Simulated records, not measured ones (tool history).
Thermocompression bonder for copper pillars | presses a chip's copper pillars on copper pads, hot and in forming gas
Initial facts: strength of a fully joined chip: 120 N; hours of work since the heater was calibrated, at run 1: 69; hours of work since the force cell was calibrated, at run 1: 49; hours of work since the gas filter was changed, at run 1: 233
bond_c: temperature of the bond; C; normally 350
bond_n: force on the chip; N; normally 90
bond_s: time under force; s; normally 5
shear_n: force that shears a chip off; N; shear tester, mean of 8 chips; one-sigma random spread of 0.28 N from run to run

run   hour  bond_c  bond_n  bond_s  hours of work since the heater was calibrated  hours of work since the force cell was calibrated  hours of work since the gas filter was changed  shear_n
  1      0     350      90       5                                             69                                                 49                                             233     49.9
  2    5.9     363      90       5                                             72                                                 52                                             236     56.5
  3   11.5     363      90       5                                             75                                                 55                                             239       56
  4   19.5     363      90       5                                             79                                                 59                                             243     56.1
  5   25.7     352      90       5                                             82                                                 63                                             246     50.4
  6   32.9     352      90       5                                             86                                                 66                                             250     50.8
  7   38.3     352      90       5                                             89                                                 69                                             253     50.4
  8   43.5     352      90       5                                             91                                                 72                                             256     50.5
  9   49.7     350     129       5                                             95                                                 75                                             259     66.9
 10   56.5     350     129       5                                             98                                                 79                                             262     66.1
 11   61.6     350     129       5                                            101                                                 81                                             265     66.4
 12   69.2     350      90       5                                            105                                                 85                                             269     49.4
 13   77.9     350      90       5                                            110                                                 90                                             274     49.2
 14   87.5     350      90      14                                            115                                                 95                                             279     70.4
 15   92.3     350      90      14                                            117                                                 97                                             281     70.1
 16   99.1     373      91       4                                            121                                                101                                             285     56.6
 17  106.5     350     120       9                                            124                                                105                                             289     75.4
 18  115.7     359      84       9                                            129                                                110                                             293     62.3
 19  124.2     343      84       9                                            134                                                114                                             298     54.3
 20  129.8     369      81       3                                            137                                                117                                             301     43.6
 21  134.7     350      70       7                                            139                                                120                                             303     45.1
 22    141     341     114       7                                            143                                                123                                             307       62
 23  145.9     344      95       3                                            145                                                125                                             309       40
 24    151     350      98       6                                            148                                                128                                             312     56.4
 25  160.3     327      79       8                                            153                                                133                                             317     42.1
 26  166.1     373      69       8                                            156                                                136                                             320       57
 27  170.1     321      56       5                                            158                                                138                                             322     22.4

How would selected steps in shear_n from run to run divide? Give the signed amount a tool lacking its hidden state would still show from settings, what came in and random variation, and the signed amount left for the hidden state, including any gauge scatter that is not in both of the compared results.
Hidden state present: true temperature of the bond over the reading, C; force that reaches the chip, % of what is set; oxide that the forming gas leaves, % of the face; drift of the gauge itself on shear_n, %.
Run 22 -> 23: bond_c 341 -> 344, bond_n 114 -> 95, bond_s 7 -> 3. shear_n -22 N: hidden state +0.4, all else -22.4.
Run 26 -> 27: bond_c 373 -> 321, bond_n 69 -> 56, bond_s 8 -> 5. shear_n -34.6 N: hidden state +0.7, all else -35.3.

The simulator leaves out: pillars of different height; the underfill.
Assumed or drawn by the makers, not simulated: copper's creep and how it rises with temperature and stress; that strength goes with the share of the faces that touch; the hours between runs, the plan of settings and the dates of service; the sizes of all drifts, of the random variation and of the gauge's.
